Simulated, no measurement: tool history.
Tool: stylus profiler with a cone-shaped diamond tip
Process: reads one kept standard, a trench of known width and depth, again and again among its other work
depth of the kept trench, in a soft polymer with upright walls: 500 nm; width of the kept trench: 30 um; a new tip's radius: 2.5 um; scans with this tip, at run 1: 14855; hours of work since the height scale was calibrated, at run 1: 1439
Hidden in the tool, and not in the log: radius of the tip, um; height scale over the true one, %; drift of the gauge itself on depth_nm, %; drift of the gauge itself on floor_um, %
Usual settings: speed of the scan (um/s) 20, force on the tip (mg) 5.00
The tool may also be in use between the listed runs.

| run | hour | speed of the scan (um/s) | force on the tip (mg) | scans with this tip | hours of work since the height scale was calibrated | depth of the trench (Å) | width of the trench's floor (um) |
|---|---|---|---|---|---|---|---|
| 1 | 0.0 | 20 | 5.00 | 14855 | 1439 | 5127.0 | 26.18 |
| 2 | 19.9 | 20 | 5.00 | 14978 | 1451 | 5128.1 | 26.16 |
| 3 | 34.7 | 20 | 5.00 | 15070 | 1460 | 5126.8 | 26.19 |
| 4 | 50.8 | 20 | 5.00 | 15169 | 1470 | 5128.9 | 26.13 |
| 5 | 71.1 | 20 | 5.00 | 15294 | 1482 | 5127.8 | 26.18 |
| 6 | 81.8 | 20 | 5.00 | 15361 | 1488 | 5131.1 | 26.14 |
| 7 | 103.9 | 20 | 5.00 | 15497 | 1501 | 5128.4 | 26.16 |
| 8 | 120.5 | 20 | 5.00 | 15600 | 1511 | 5130.9 | 26.11 |
| 9 | 131.9 | 20 | 5.00 | 15670 | 1518 | 5131.7 | 26.14 |
| 10 | 142.6 | 9 | 5.00 | 15737 | 1525 | 5128.9 | 26.19 |
| 11 | 160.7 | 9 | 5.00 | 15849 | 1535 | 5131.8 | 26.15 |
| 12 | 170.8 | 20 | 14.03 | 15911 | 1541 | 5227.3 | 26.16 |
| 13 | 183.9 | 20 | 14.03 | 15992 | 1549 | 5228.5 | 26.09 |
| 14 | 195.3 | 20 | 14.03 | 16062 | 1556 | 5228.8 | 26.09 |
| 15 | 210.4 | 19 | 14.03 | 16156 | 1565 | 5229.1 | 26.13 |
| 16 | 228.2 | 19 | 14.03 | 16266 | 1576 | 5229.2 | 26.06 |
| 17 | 251.1 | 20 | 1.72 | 16407 | 1590 | 5081.0 | 26.12 |
| 18 | 261.4 | 20 | 1.88 | 16471 | 1596 | 5084.8 | 26.13 |
| 19 | 280.0 | 20 | 5.00 | 16586 | 1607 | 5134.6 | 26.15 |
| 20 | 300.2 | 20 | 13.84 | 16711 | 1619 | 5227.9 | 26.13 |
| 21 | 316.3 | 20 | 3.41 | 16810 | 1629 | 5113.7 | 26.08 |
| 22 | 338.0 | 20 | 3.41 | 16944 | 1642 | 5110.6 | 26.03 |
| 23 | 357.1 | 20 | 3.41 | 17062 | 1653 | 5111.9 | 26.04 |
|  | 364.9 | new tip fitted, height scale calibrated |
| 24 | 376.5 | 20 | 3.41 | 73 | 7 | 5075.5 | 26.96 |
| 25 | 392.2 | 10 | 4.44 | 169 | 16 | 5093.9 | 27.03 |
| 26 | 409.0 | 61 | 3.42 | 273 | 26 | 5077.7 | 26.85 |
| 27 | 419.4 | 61 | 3.42 | 337 | 33 | 5078.9 | 26.89 |
| 28 | 436.0 | 14 | 1.69 | 440 | 43 | 5048.0 | 26.96 |
| 29 | 455.7 | 14 | 1.69 | 562 | 54 | 5050.4 | 26.96 |
| 30 | 476.3 | 7 | 1.69 | 689 | 67 | 5050.9 | 26.91 |
| 31 | 495.9 | 15 | 2.71 | 810 | 78 | 5070.0 | 26.98 |
| 32 | 514.2 | 67 | 4.72 | 923 | 89 | 5099.5 | 26.86 |
| 33 | 529.0 | 67 | 4.72 | 1015 | 98 | 5095.4 | 26.87 |
| 34 | 540.2 | 20 | 3.11 | 1084 | 105 | 5074.9 | 26.95 |
| 35 | 559.8 | 20 | 2.56 | 1205 | 117 | 5066.6 | 26.92 |
| 36 | 581.0 | 20 | 12.72 | 1336 | 129 | 5184.1 | 26.93 |
| 37 | 593.8 | 20 | 12.72 | 1415 | 137 | 5185.5 | 26.93 |
| 38 | 610.1 | 44 | 2.29 | 1516 | 147 | 5062.3 | 26.86 |
| 39 | 632.0 | 9 | 2.24 | 1652 | 160 | 5063.2 | 26.93 |
| 40 | 651.5 | 9 | 2.24 | 1772 | 172 | 5063.9 | 26.93 |
| 41 | 671.4 | 20 | 4.38 | 1896 | 184 | 5094.5 | 26.89 |
| 42 | 688.2 | 23 | 3.02 | 1999 | 194 | 5079.3 | 26.88 |
| 43 | 704.3 | 23 | 3.02 | 2099 | 203 | 5078.5 | 26.88 |
| 44 | 726.3 | 23 | 3.02 | 2235 | 216 | 5077.2 | 26.88 |
| 45 | 745.0 | 26 | 2.91 | 2350 | 228 | 5076.6 | 26.84 |
| 46 | 767.3 | 49 | 14.28 | 2488 | 241 | 5203.6 | 26.80 |
| 47 | 782.8 | 35 | 9.01 | 2584 | 250 | 5151.1 | 26.84 |
| 48 | 797.8 | 7 | 5.58 | 2677 | 259 | 5113.9 | 26.85 |

Hidden state at the last listed run before each entry between runs and at the first one after, where it differs:
Between runs 23 and 24: new tip fitted, height scale calibrated (hour 364.9)
  radius of the tip, um: 4.06 -> 2.47; height scale over the true one, %: 0.742 -> 0.068
  measured less the result without the state, depth of the trench (Å): +37.6 -> +3.5; width of the trench's floor (um): -0.91 -> +0.02
